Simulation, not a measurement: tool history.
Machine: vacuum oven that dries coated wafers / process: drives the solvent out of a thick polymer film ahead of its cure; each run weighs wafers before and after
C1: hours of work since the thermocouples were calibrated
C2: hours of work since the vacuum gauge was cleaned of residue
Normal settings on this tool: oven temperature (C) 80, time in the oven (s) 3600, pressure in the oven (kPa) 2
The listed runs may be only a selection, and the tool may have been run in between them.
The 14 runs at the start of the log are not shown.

run 15 hour=462 | oven_temperature_(C)=80 time_in_the_oven_(s)=3600 pressure_in_the_oven_(kPa)=2.32 | C1=905 C2=1355 | solvent_left_in_the_film_(%)=7.55
run 16 hour=509.5 | oven_temperature_(C)=80 time_in_the_oven_(s)=3600 pressure_in_the_oven_(kPa)=2 | C1=940 C2=1390 | solvent_left_in_the_film_(%)=7.2
run 17 hour=543.8 | oven_temperature_(C)=80 time_in_the_oven_(s)=3600 pressure_in_the_oven_(kPa)=2 | C1=966 C2=1416 | solvent_left_in_the_film_(%)=7.17
run 18 hour=575.6 | oven_temperature_(C)=89 time_in_the_oven_(s)=5640 pressure_in_the_oven_(kPa)=1.36 | C1=989 C2=1439 | solvent_left_in_the_film_(%)=2.34
run 19 hour=603.6 | oven_temperature_(C)=82 time_in_the_oven_(s)=5640 pressure_in_the_oven_(kPa)=1.36 | C1=1010 C2=1460 | solvent_left_in_the_film_(%)=3.78
run 20 hour=645.9 | oven_temperature_(C)=82 time_in_the_oven_(s)=5640 pressure_in_the_oven_(kPa)=1.36 | C1=1041 C2=1491 | solvent_left_in_the_film_(%)=3.9
run 21 hour=692.9 | oven_temperature_(C)=82 time_in_the_oven_(s)=5640 pressure_in_the_oven_(kPa)=1.36 | C1=1076 C2=1526 | solvent_left_in_the_film_(%)=3.9
run 22 hour=724.6 | oven_temperature_(C)=82 time_in_the_oven_(s)=6060 pressure_in_the_oven_(kPa)=1.61 | C1=1100 C2=1549 | solvent_left_in_the_film_(%)=4.01
run 23 hour=761.2 | oven_temperature_(C)=82 time_in_the_oven_(s)=6060 pressure_in_the_oven_(kPa)=1.61 | C1=1127 C2=1577 | solvent_left_in_the_film_(%)=4.15
run 24 hour=803.5 | oven_temperature_(C)=85 time_in_the_oven_(s)=3600 pressure_in_the_oven_(kPa)=2.16 | C1=1158 C2=1608 | solvent_left_in_the_film_(%)=5.52
run 25 hour=824.7 | oven_temperature_(C)=80 time_in_the_oven_(s)=3360 pressure_in_the_oven_(kPa)=1.35 | C1=1174 C2=1624 | solvent_left_in_the_film_(%)=6.82
-- hour=859.1 oven's thermocouples calibrated
run 26 hour=867.5 | oven_temperature_(C)=86 time_in_the_oven_(s)=6420 pressure_in_the_oven_(kPa)=5.39 | C1=6 C2=1654 | solvent_left_in_the_film_(%)=7.45
run 27 hour=911.1 | oven_temperature_(C)=91 time_in_the_oven_(s)=2400 pressure_in_the_oven_(kPa)=2.2 | C1=39 C2=1686 | solvent_left_in_the_film_(%)=5.02
run 28 hour=935.4 | oven_temperature_(C)=76 time_in_the_oven_(s)=6240 pressure_in_the_oven_(kPa)=1.89 | C1=57 C2=1704 | solvent_left_in_the_film_(%)=6.33
run 29 hour=960.3 | oven_temperature_(C)=78 time_in_the_oven_(s)=6240 pressure_in_the_oven_(kPa)=1.96 | C1=75 C2=1723 | solvent_left_in_the_film_(%)=5.71
run 30 hour=983.5 | oven_temperature_(C)=78 time_in_the_oven_(s)=2160 pressure_in_the_oven_(kPa)=1.96 | C1=92 C2=1740 | solvent_left_in_the_film_(%)=10.63
run 31 hour=1004.3 | oven_temperature_(C)=78 time_in_the_oven_(s)=6480 pressure_in_the_oven_(kPa)=1.75 | C1=108 C2=1755 | solvent_left_in_the_film_(%)=5.42

What if the next run were any one of these 4? Each begins from the tool's condition after run 31:
run A hour=1045.6 | oven_temperature_(C)=78 time_in_the_oven_(s)=6240 pressure_in_the_oven_(kPa)=4.96 | C1=138 C2=1786 | solvent_left_in_the_film_(%)=?
run B hour=1045.6 | oven_temperature_(C)=78 time_in_the_oven_(s)=5940 pressure_in_the_oven_(kPa)=1.75 | C1=138 C2=1786 | solvent_left_in_the_film_(%)=?
run C hour=1045.6 | oven_temperature_(C)=91 time_in_the_oven_(s)=2820 pressure_in_the_oven_(kPa)=1.33 | C1=138 C2=1786 | solvent_left_in_the_film_(%)=?
run D hour=1045.6 | oven_temperature_(C)=72 time_in_the_oven_(s)=5400 pressure_in_the_oven_(kPa)=3.06 | C1=138 C2=1786 | solvent_left_in_the_film_(%)=?

run=A solvent_left_in_the_film_(%)=10.14
run=B solvent_left_in_the_film_(%)=5.7
run=C solvent_left_in_the_film_(%)=3.73
run=D solvent_left_in_the_film_(%)=10.84
What these runs would have given with no unlogged condition in the tool:
run=A solvent_left_in_the_film_(%)=8.81
run=B solvent_left_in_the_film_(%)=4.43
run=C solvent_left_in_the_film_(%)=2.91
run=D solvent_left_in_the_film_(%)=9.37
